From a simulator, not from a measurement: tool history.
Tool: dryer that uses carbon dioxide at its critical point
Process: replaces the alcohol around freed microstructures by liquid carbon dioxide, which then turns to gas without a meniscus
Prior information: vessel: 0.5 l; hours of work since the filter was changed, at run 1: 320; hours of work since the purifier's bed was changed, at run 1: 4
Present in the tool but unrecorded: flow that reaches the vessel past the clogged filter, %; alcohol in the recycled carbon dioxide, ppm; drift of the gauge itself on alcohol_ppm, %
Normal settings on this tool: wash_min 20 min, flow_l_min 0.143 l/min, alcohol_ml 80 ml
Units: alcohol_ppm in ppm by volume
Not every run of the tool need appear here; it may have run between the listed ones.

| run | hour | wash_min | flow_l_min | alcohol_ml | hours of work since the filter was changed | hours of work since the purifier's bed was changed | alcohol_ppm |
|---|---|---|---|---|---|---|---|
| 1 | 0 | 20 | 0.143 | 80 | 320 | 4 | 2888 |
| 2 | 24.1 | 20 | 0.143 | 80 | 328 | 13 | 2950 |
| 3 | 40.4 | 25 | 0.143 | 80 | 334 | 19 | 1066 |
| 4 | 61.3 | 20 | 0.217 | 80 | 342 | 26 | 414 |
| 5 | 77.2 | 20 | 0.143 | 80 | 347 | 32 | 2942 |
| 6 | 92.7 | 20 | 0.198 | 80 | 353 | 37 | 663 |
|  | 100.9 | inlet filter changed |
| 7 | 116.7 | 20 | 0.089 | 73 | 6 | 45 | 9659 |
| 8 | 138.9 | 20 | 0.143 | 76 | 13 | 53 | 2174 |
| 9 | 162 | 16 | 0.141 | 117 | 21 | 61 | 8461 |
| 10 | 182.7 | 22 | 0.185 | 117 | 29 | 68 | 575 |

Run 11 is up next; what results do you expect?
| 11 | 202.9 | 25 | 0.102 | 80 | 36 | 75 | ? |

alcohol_ppm: 3534 ppm by volume
With the hidden condition absent and the run-to-run variation left alone, this run would have shown alcohol_ppm 3365 ppm by volume.
